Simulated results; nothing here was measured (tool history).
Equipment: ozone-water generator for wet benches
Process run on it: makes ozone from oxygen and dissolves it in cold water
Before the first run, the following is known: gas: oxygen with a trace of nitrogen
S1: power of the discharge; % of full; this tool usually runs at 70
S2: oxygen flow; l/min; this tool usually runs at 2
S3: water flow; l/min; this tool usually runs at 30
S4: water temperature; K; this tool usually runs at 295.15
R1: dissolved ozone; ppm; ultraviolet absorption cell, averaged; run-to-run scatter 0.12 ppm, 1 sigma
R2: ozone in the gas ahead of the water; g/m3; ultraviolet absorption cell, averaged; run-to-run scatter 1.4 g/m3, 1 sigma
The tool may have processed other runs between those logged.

run 1 day=0 | S1=70 S2=2 S3=30 S4=295.15 | R1=11.3 R2=254.2
run 2 day=1.088 | S1=70 S2=2 S3=30 S4=295.15 | R1=11.6 R2=253.6
run 3 day=2.692 | S1=46 S2=2 S3=30 S4=295.15 | R1=8.4 R2=188.1
run 4 day=4.158 | S1=46 S2=2 S3=30 S4=295.15 | R1=8.5 R2=191.1
run 5 day=5.738 | S1=46 S2=2 S3=30 S4=295.15 | R1=8.5 R2=191.7
run 6 day=7.021 | S1=70 S2=2 S3=30 S4=298.15 | R1=11.3 R2=257.8
run 7 day=8.908 | S1=70 S2=2 S3=30 S4=298.15 | R1=11.2 R2=256.3
run 8 day=9.908 | S1=70 S2=1.74 S3=30 S4=295.15 | R1=10.9 R2=275.3
run 9 day=11.025 | S1=70 S2=1.74 S3=30 S4=295.15 | R1=10.9 R2=275.8
run 10 day=12.179 | S1=70 S2=1.32 S3=30 S4=295.15 | R1=10.1 R2=322
run 11 day=13.596 | S1=70 S2=1.32 S3=30 S4=295.15 | R1=9.9 R2=322.8
run 12 day=15.479 | S1=71 S2=1.32 S3=45 S4=297.15 | R1=6.3 R2=326.7
run 13 day=17.225 | S1=68 S2=2.1 S3=25 S4=295.15 | R1=13.6 R2=245
run 14 day=18.654 | S1=84 S2=1.02 S3=20 S4=289.15 | R1=16.6 R2=424.7
run 15 day=20.604 | S1=41 S2=1.02 S3=44 S4=290.15 | R1=4 R2=250.4
run 16 day=22.492 | S1=56 S2=1.57 S3=44 S4=290.15 | R1=6 R2=248.9
run 17 day=24.167 | S1=56 S2=2.21 S3=44 S4=293.15 | R1=6.8 R2=208.6
run 18 day=25.992 | S1=70 S2=2 S3=44 S4=295.15 | R1=7.5 R2=256.9
run 19 day=27.771 | S1=96 S2=2 S3=30 S4=293.15 | R1=14.5 R2=323.2
run 20 day=29.7 | S1=43 S2=1.44 S3=30 S4=291.15 | R1=7.5 R2=217.5

Had the tool no unlogged condition, and each run kept its random variation, what would the results have been?
The hidden state here: yield of the discharge, % of new electrodes'; contactor's efficiency, % of a clean one's; true water temperature over the reading, C; drift of the gauge itself on ozone_ppm, %; drift of the gauge itself on gas_g_m3, %.
run=1 R2=254.2
run=2 R2=253.4
run=3 R2=187.9
run=4 R2=190.7
run=5 R2=191.2
run=6 R2=256.9
run=7 R2=255.1
run=8 R2=274
run=9 R2=274.3
run=10 R2=320.1
run=11 R2=320.6
run=12 R2=324.2
run=13 R2=243
run=14 R2=420.8
run=15 R2=247.9
run=16 R2=246.2
run=17 R2=206.2
run=18 R2=253.7
run=19 R2=318.8
run=20 R2=214.3
R1: differs from the measured result by no more than 0.1 ppm in any run.

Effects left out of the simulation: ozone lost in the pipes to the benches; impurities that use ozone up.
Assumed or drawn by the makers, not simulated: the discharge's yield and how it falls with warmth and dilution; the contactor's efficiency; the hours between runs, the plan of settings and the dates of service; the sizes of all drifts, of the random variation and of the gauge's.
